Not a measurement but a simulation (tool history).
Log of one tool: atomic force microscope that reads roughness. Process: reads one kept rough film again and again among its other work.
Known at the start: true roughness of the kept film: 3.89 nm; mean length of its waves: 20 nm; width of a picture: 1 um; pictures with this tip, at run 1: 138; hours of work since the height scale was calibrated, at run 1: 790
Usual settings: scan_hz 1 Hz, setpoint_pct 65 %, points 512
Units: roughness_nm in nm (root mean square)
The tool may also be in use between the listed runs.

run	day	scan_hz	setpoint_pct	points	pictures with this tip	hours of work since the height scale was calibrated	roughness_nm
1	0	1	65	512	138	790	2.745
2	0.762	1	58	512	157	799	2.715
3	1.475	1	58	512	174	807	2.697
4	2.262	1	88	512	194	816	2.411
5	3.908	1	65	512	235	836	2.504
6	4.892	1	65	512	259	847	2.445
# day 6.221: new tip fitted
7	6.221	1	65	512	0	862	3.137
8	7.529	1	59	512	32	878	3.037
9	8.725	1	59	512	62	892	2.91
10	10.125	1	59	512	97	908	2.831
11	11.638	1	59	512	134	926	2.688
12	12.442	1	65	761	154	935	2.62
13	14.054	1	65	761	194	954	2.521
14	14.779	1	65	761	212	962	2.477
15	16.525	1	65	761	255	983	2.376
# day 18.008: new tip fitted
16	18.154	1	65	512	4	1002	3.146
17	19.338	1	65	512	33	1015	3.027
18	20.579	1	65	512	64	1030	2.922
19	21.567	1	65	512	88	1041	2.847
20	22.679	1	65	512	116	1054	2.754
21	24.338	1	65	512	157	1074	2.64
22	25.875	1	65	336	195	1092	2.498
23	27.225	1	65	336	228	1108	2.426
24	28.688	1	61	512	264	1125	2.385
# day 29.829: new tip fitted
25	30.25	1	65	512	10	1143	3.134
26	31.362	1	65	512	38	1156	3.017
27	32.212	3.13	57	344	59	1166	2.812
28	33.496	3.13	57	344	91	1181	2.741
29	34.325	3.18	62	344	111	1190	2.635
30	35.696	2.26	58	618	145	1206	2.66
31	36.458	1.44	60	347	164	1215	2.586
32	37.167	0.66	60	677	181	1224	2.622
33	38.204	0.66	60	677	207	1236	2.562
# day 38.4: height scale calibrated on a step standard
34	39.788	0.69	60	677	245	16	2.495
35	41.1	0.69	65	677	278	32	2.385
# day 41.733: new tip fitted
36	42.75	0.69	65	677	25	51	3.155
37	43.738	0.69	65	677	49	62	3.056
38	45.083	0.69	65	677	83	78	2.944
39	45.929	0.69	64	677	104	88	2.868
40	47.338	0.91	65	667	138	104	2.732
41	48.471	1.98	65	667	166	117	2.565
# day 48.829: height scale calibrated on a step standard, once more
42	49.55	2.23	80	667	192	8	2.263
43	50.642	1.65	80	667	219	21	2.286
44	51.529	1.65	80	667	241	32	2.225
45	53.092	1.65	80	667	280	50	2.145
# day 53.612: new tip fitted
46	54.183	0.68	62	379	14	62	3.099
47	55.296	0.68	85	762	42	75	2.902
48	56.362	0.55	76	762	68	88	2.913
49	57.262	0.55	76	762	90	98	2.844

Forecast each of these 4 alternatives for the next run:
A	58.646	0.63	60	304	125	114	?
B	58.646	1	57	490	125	114	?
C	58.646	0.89	65	512	125	114	?
D	58.646	1.54	63	816	125	114	?

run	roughness_nm
A	2.725
B	2.756
C	2.732
D	2.703
Without the tool's hidden state the same runs would have given:
run	roughness_nm
A	3.147
B	3.183
C	3.156
D	3.122

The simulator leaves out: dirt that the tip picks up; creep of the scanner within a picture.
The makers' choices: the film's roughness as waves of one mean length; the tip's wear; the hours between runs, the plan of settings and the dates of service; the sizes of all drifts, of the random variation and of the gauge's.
